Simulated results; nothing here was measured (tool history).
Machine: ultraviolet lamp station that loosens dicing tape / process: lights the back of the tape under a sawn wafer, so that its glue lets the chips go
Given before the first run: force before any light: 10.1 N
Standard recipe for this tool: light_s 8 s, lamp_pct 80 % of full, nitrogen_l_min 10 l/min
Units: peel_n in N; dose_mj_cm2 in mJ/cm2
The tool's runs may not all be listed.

Run 1, hour 0: usual settings. Result: peel_n 0.592 N, dose_mj_cm2 218 mJ/cm2.
Run 2, hour 64: usual settings. Result: peel_n 0.644 N, dose_mj_cm2 211 mJ/cm2.
Run 3, hour 112.1: usual settings. Result: peel_n 0.655 N, dose_mj_cm2 206 mJ/cm2.
Run 4, hour 177.7: usual settings. Result: peel_n 0.698 N, dose_mj_cm2 201 mJ/cm2.
At hour 227: window cleaned of glue's vapour.
Run 5, hour 241.8: usual settings. Result: peel_n 0.486 N, dose_mj_cm2 236 mJ/cm2.
Run 6, hour 312: usual settings. Result: peel_n 0.524 N, dose_mj_cm2 224 mJ/cm2.
Run 7, hour 367: usual settings. Result: peel_n 0.544 N, dose_mj_cm2 223 mJ/cm2.
Run 8, hour 435.7: usual settings. Result: peel_n 0.588 N, dose_mj_cm2 216 mJ/cm2.
Run 9, hour 523.9: usual settings. Result: peel_n 0.619 N, dose_mj_cm2 206 mJ/cm2.
Run 10, hour 580.6: usual settings. Result: peel_n 0.7 N, dose_mj_cm2 203 mJ/cm2.
Run 11, hour 642.5: usual settings. Result: peel_n 0.718 N, dose_mj_cm2 200 mJ/cm2.
Run 12, hour 737.2: usual settings. Result: peel_n 0.76 N, dose_mj_cm2 196 mJ/cm2.
Run 13, hour 813.5: usual settings. Result: peel_n 0.805 N, dose_mj_cm2 184 mJ/cm2.
Run 14, hour 883: usual settings but light_s 12 s. Result: peel_n 0.352 N, dose_mj_cm2 265 mJ/cm2.
At hour 900.9: window cleaned of glue's vapour.
Run 15, hour 923.3: usual settings but light_s 12 s. Result: peel_n 0.266 N, dose_mj_cm2 318 mJ/cm2.
Run 16, hour 962.9: usual settings but light_s 12 s. Result: peel_n 0.269 N, dose_mj_cm2 307 mJ/cm2.
Run 17, hour 1054.6: usual settings but lamp_pct 72 % of full. Result: peel_n 0.86 N, dose_mj_cm2 179 mJ/cm2.
Run 18, hour 1101: usual settings but lamp_pct 72 % of full. Result: peel_n 0.893 N, dose_mj_cm2 175 mJ/cm2.
Run 19, hour 1177.1: usual settings but lamp_pct 72 % of full. Result: peel_n 0.97 N, dose_mj_cm2 171 mJ/cm2.
Run 20, hour 1226.1: usual settings but lamp_pct 72 % of full. Result: peel_n 1.001 N, dose_mj_cm2 167 mJ/cm2.
Run 21, hour 1275.2: usual settings. Result: peel_n 0.858 N, dose_mj_cm2 182 mJ/cm2.
Run 22, hour 1340.5: usual settings but lamp_pct 100 % of full. Result: peel_n 0.556 N, dose_mj_cm2 218 mJ/cm2.
Run 23, hour 1381.3: usual settings. Result: peel_n 0.942 N, dose_mj_cm2 173 mJ/cm2.
Run 24, hour 1422.2: usual settings but light_s 10 s, lamp_pct 95 % of full, nitrogen_l_min 11 l/min. Result: peel_n 0.385 N, dose_mj_cm2 251 mJ/cm2.
Run 25, hour 1517: usual settings but lamp_pct 64 % of full, nitrogen_l_min 12 l/min. Result: peel_n 1.458 N, dose_mj_cm2 127 mJ/cm2.
Run 26, hour 1566.9: usual settings but light_s 4 s. Result: peel_n 3.118 N, dose_mj_cm2 79 mJ/cm2.
At hour 1576.3: window cleaned of glue's vapour.
Run 27, hour 1635.6: usual settings but light_s 4 s. Result: peel_n 2.594 N, dose_mj_cm2 96 mJ/cm2.
Run 28, hour 1722.8: usual settings but light_s 14 s, lamp_pct 75 % of full, nitrogen_l_min 7 l/min. Result: peel_n 0.353 N, dose_mj_cm2 294 mJ/cm2.
Run 29, hour 1802.3: usual settings but light_s 15 s, lamp_pct 70 % of full. Result: peel_n 0.314 N, dose_mj_cm2 286 mJ/cm2.
Run 30, hour 1876.9: usual settings but light_s 5 s, lamp_pct 85 % of full, nitrogen_l_min 17 l/min. Result: peel_n 1.614 N, dose_mj_cm2 115 mJ/cm2.
Run 31, hour 1943.2: usual settings but light_s 5 s, lamp_pct 85 % of full, nitrogen_l_min 17 l/min. Result: peel_n 1.808 N, dose_mj_cm2 111 mJ/cm2.
Run 32, hour 2016.1: usual settings but light_s 6 s, lamp_pct 69 % of full, nitrogen_l_min 13 l/min. Result: peel_n 2.122 N, dose_mj_cm2 101 mJ/cm2.
Run 33, hour 2092.9: usual settings but light_s 13 s, nitrogen_l_min 11 l/min. Result: peel_n 0.415 N, dose_mj_cm2 247 mJ/cm2.
Run 34, hour 2141.8: usual settings but light_s 13 s, nitrogen_l_min 11 l/min. Result: peel_n 0.421 N, dose_mj_cm2 244 mJ/cm2.
Run 35, hour 2220.6: usual settings but light_s 9 s, lamp_pct 93 % of full, nitrogen_l_min 6 l/min. Result: peel_n 1.101 N, dose_mj_cm2 188 mJ/cm2.
At hour 2251.7: window cleaned of glue's vapour.
Run 36, hour 2289.6: usual settings but light_s 9 s, lamp_pct 93 % of full, nitrogen_l_min 6 l/min. Result: peel_n 0.768 N, dose_mj_cm2 218 mJ/cm2.
At hour 2323.7: lamp changed.
Run 37, hour 2365.6: usual settings but light_s 5 s, lamp_pct 72 % of full, nitrogen_l_min 4 l/min. Result: peel_n 2.103 N, dose_mj_cm2 142 mJ/cm2.
Run 38, hour 2459.3: usual settings but light_s 5 s, lamp_pct 72 % of full, nitrogen_l_min 4 l/min. Result: peel_n 2.175 N, dose_mj_cm2 142 mJ/cm2.
Run 39, hour 2533.9: usual settings but light_s 6 s. Result: peel_n 0.862 N, dose_mj_cm2 178 mJ/cm2.
Run 40, hour 2604.7: usual settings but lamp_pct 79 % of full, nitrogen_l_min 16 l/min. Result: peel_n 0.401 N, dose_mj_cm2 231 mJ/cm2.
Run 41, hour 2645.3: usual settings but lamp_pct 99 % of full, nitrogen_l_min 4 l/min. Result: peel_n 0.604 N, dose_mj_cm2 280 mJ/cm2.
Run 42, hour 2710.4: usual settings but light_s 11 s, lamp_pct 76 % of full, nitrogen_l_min 8 l/min. Result: peel_n 0.347 N, dose_mj_cm2 290 mJ/cm2.
Run 43, hour 2765.5: usual settings but light_s 11 s, lamp_pct 76 % of full, nitrogen_l_min 8 l/min. Result: peel_n 0.37 N, dose_mj_cm2 281 mJ/cm2.
Run 44, hour 2846.4: usual settings but lamp_pct 89 % of full, nitrogen_l_min 5 l/min. Result: peel_n 0.753 N, dose_mj_cm2 231 mJ/cm2.

Some steps in peel_n, run to run, broken into two amounts with sign: the step expected even without the hidden condition (settings, incoming material, random variation), and the rest, left for the hidden condition together with whatever gauge scatter is not in both the measured and the hidden-condition-free result:
Hidden state at play: lamp's light, % of a new lamp's; light that the window lets through, % of a clean one's; drift of the gauge itself on peel_n, %; drift of the gauge itself on dose_mj_cm2, %.
Run 25 -> 26: light_s 8 -> 4, lamp_pct 64 -> 80, nitrogen_l_min 12 -> 10. peel_n +1.66 N: hidden state +0.706, all else +0.954.
Run 27 -> 28: light_s 4 -> 14, lamp_pct 80 -> 75, nitrogen_l_min 10 -> 7. peel_n -2.241 N: hidden state -0.931, all else -1.31.
Run 29 -> 30: light_s 15 -> 5, lamp_pct 70 -> 85, nitrogen_l_min 10 -> 17. peel_n +1.3 N: hidden state +0.841, all else +0.459.
Run 32 -> 33: light_s 6 -> 13, lamp_pct 69 -> 80, nitrogen_l_min 13 -> 11. peel_n -1.707 N: hidden state -1.097, all else -0.61.

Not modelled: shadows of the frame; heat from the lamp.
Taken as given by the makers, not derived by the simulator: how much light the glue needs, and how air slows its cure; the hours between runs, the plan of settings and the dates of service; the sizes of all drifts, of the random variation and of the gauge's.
